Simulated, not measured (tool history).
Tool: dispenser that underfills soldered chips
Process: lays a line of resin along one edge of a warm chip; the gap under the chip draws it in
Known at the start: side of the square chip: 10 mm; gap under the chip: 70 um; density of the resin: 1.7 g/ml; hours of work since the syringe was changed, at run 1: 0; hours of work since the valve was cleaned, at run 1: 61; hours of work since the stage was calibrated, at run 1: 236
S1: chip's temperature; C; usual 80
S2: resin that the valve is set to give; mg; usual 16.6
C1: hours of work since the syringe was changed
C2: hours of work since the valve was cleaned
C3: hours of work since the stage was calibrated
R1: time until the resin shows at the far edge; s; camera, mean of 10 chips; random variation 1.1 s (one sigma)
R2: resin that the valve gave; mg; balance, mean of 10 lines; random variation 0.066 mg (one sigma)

Run 1, hour 0: usual settings; C1 0; C2 61; C3 236. Result: R1 98.4 s, R2 16.17 mg.
Run 2, hour 6.5: usual settings; C1 5; C2 66; C3 241. Result: R1 138.5 s, R2 16.27 mg.
At hour 12.1: new syringe of resin.
Run 3, hour 12.2: usual settings; C1 0; C2 70; C3 245. Result: R1 98.2 s, R2 16.09 mg.
Run 4, hour 19.3: usual settings; C1 6; C2 76; C3 251. Result: R1 143.8 s, R2 16.04 mg.
At hour 23.9: new syringe of resin.
Run 5, hour 27.8: usual settings but S1 73 C; C1 3; C2 82; C3 258. Result: R1 173.9 s, R2 16.1 mg.
Run 6, hour 33.3: usual settings but S1 73 C; C1 7; C2 87; C3 262. Result: R1 228.3 s, R2 16.08 mg.
At hour 35.6: new syringe of resin.
Run 7, hour 44: usual settings; C1 7; C2 95; C3 270. Result: R1 152.2 s, R2 15.9 mg.
At hour 47.3: new syringe of resin.
At hour 51.7: dispensing valve cleaned and set on the balance.
Run 8, hour 55.8: usual settings; C1 6; C2 3; C3 279. Result: R1 145.4 s, R2 16.6 mg.
At hour 60.5: new syringe of resin.
Run 9, hour 65.4: usual settings but S2 20.4 mg; C1 4; C2 11; C3 286. Result: R1 123.7 s, R2 20.32 mg.
Run 10, hour 70.7: usual settings but S2 20.4 mg; C1 8; C2 15; C3 290. Result: R1 166.9 s, R2 20.24 mg.
At hour 72.1: new syringe of resin.
Run 11, hour 81.6: usual settings but S2 20.4 mg; C1 8; C2 23; C3 299. Result: R1 160.1 s, R2 20.21 mg.
At hour 84.1: new syringe of resin.
Run 12, hour 89.7: usual settings but S2 20.4 mg; C1 4; C2 30; C3 305. Result: R1 124.9 s, R2 20.29 mg.
Run 13, hour 94.7: usual settings but S2 20.4 mg; C1 8; C2 34; C3 309. Result: R1 163.4 s, R2 20.01 mg.
At hour 95.8: new syringe of resin.
Run 14, hour 103.3: usual settings but S2 20.4 mg; C1 6; C2 40; C3 316. Result: R1 138.7 s, R2 19.97 mg.
At hour 107.6: new syringe of resin.
Run 15, hour 110.4: usual settings but S2 20.4 mg; C1 2; C2 46; C3 321. Result: R1 109 s, R2 20.01 mg.
At hour 119.1: new syringe of resin.
Run 16, hour 121: usual settings but S2 20.4 mg; C1 1; C2 54; C3 329. Result: R1 101.3 s, R2 19.92 mg.
Run 17, hour 126.2: usual settings but S2 20.4 mg; C1 6; C2 58; C3 333. Result: R1 135.6 s, R2 19.91 mg.
At hour 130.9: new syringe of resin.
Run 18, hour 133.2: usual settings but S2 20.4 mg; C1 2; C2 63; C3 339. Result: R1 104 s, R2 19.94 mg.
Run 19, hour 139.2: usual settings but S1 87 C, S2 17 mg; C1 7; C2 68; C3 344. Result: R1 109.3 s, R2 16.4 mg.
At hour 142.9: new syringe of resin.
Run 20, hour 143.9: usual settings but S1 74 C, S2 15.4 mg; C1 1; C2 72; C3 347. Result: R1 136.6 s, R2 14.97 mg.
At hour 154.7: new syringe of resin.
Run 21, hour 154.7: usual settings but S1 68 C; C1 0; C2 80; C3 356. Result: R1 172.3 s, R2 16.05 mg.
Run 22, hour 163.3: usual settings but S1 68 C, S2 17.8 mg; C1 7; C2 87; C3 362. Result: R1 272 s, R2 17.32 mg.
At hour 166.7: new syringe of resin.
Run 23, hour 170.2: usual settings but S1 68 C, S2 17.8 mg; C1 3; C2 92; C3 368. Result: R1 205.1 s, R2 17.2 mg.
At hour 178.4: new syringe of resin.
At hour 181: dispensing valve cleaned and set on the balance.
Run 24, hour 181: usual settings but S1 93 C, S2 16.8 mg; C1 1; C2 0; C3 375. Result: R1 57.8 s, R2 16.85 mg.
Run 25, hour 189.3: usual settings but S1 81 C, S2 20.5 mg; C1 8; C2 7; C3 382. Result: R1 151.1 s, R2 20.53 mg.
At hour 191.1: new syringe of resin.
Run 26, hour 198.9: usual settings but S1 82 C; C1 6; C2 14; C3 389. Result: R1 130 s, R2 16.5 mg.
At hour 203.3: new syringe of resin.
Run 27, hour 207.9: usual settings but S1 81 C, S2 20.3 mg; C1 4; C2 21; C3 396. Result: R1 110.6 s, R2 20.16 mg.
At hour 215.2: new syringe of resin.
Run 28, hour 217.6: usual settings but S1 92 C, S2 17.5 mg; C1 2; C2 28; C3 404. Result: R1 61.5 s, R2 17.4 mg.
At hour 227.3: new syringe of resin.
Run 29, hour 228.4: usual settings but S1 87 C, S2 17.1 mg; C1 1; C2 37; C3 412. Result: R1 70.3 s, R2 16.85 mg.
Run 30, hour 234: usual settings but S1 77 C, S2 19.8 mg; C1 5; C2 41; C3 417. Result: R1 149.6 s, R2 19.64 mg.
At hour 239.3: new syringe of resin.
Run 31, hour 239.7: usual settings but S1 77 C, S2 19.8 mg; C1 0; C2 46; C3 421. Result: R1 108 s, R2 19.49 mg.
Run 32, hour 248.6: usual settings but S1 69 C, S2 19.8 mg; C1 7; C2 53; C3 428. Result: R1 263.5 s, R2 19.43 mg.
At hour 251.3: new syringe of resin.
Run 33, hour 255.4: usual settings but S1 95 C, S2 18.1 mg; C1 3; C2 58; C3 433. Result: R1 59.9 s, R2 17.61 mg.
At hour 257.9: stage's temperature calibrated.
Run 34, hour 262.6: usual settings but S1 95 C, S2 18.1 mg; C1 8; C2 63; C3 4. Result: R1 89.8 s, R2 17.78 mg.
At hour 264.2: new syringe of resin.
Run 35, hour 269.2: usual settings but S1 71 C, S2 17.3 mg; C1 4; C2 68; C3 9. Result: R1 210 s, R2 16.87 mg.

4 ways to go on from here, each from the tool as it stands after run 35. What would each give?
Run A, hour 275.4: usual settings but S1 75 C, S2 16.4 mg; C1 9; C2 73; C3 14. Result: R1 ?, R2 ?.
Run B, hour 275.4: usual settings but S2 21.4 mg; C1 9; C2 73; C3 14. Result: R1 ?, R2 ?.
Run C, hour 275.4: usual settings but S1 71 C, S2 15.9 mg; C1 9; C2 73; C3 14. Result: R1 ?, R2 ?.
Run D, hour 275.4: usual settings but S1 94 C, S2 14.4 mg; C1 9; C2 73; C3 14. Result: R1 ?, R2 ?.

run     R1     R2
  A  243.8     16
  B  181.3  20.83
  C  298.5  15.52
  D  103.2  14.01
Without the tool's hidden state the same runs would have given:
run     R1     R2
  A  130.7  16.43
  B   97.9  21.39
  C  160.3  15.94
  D   55.2  14.39
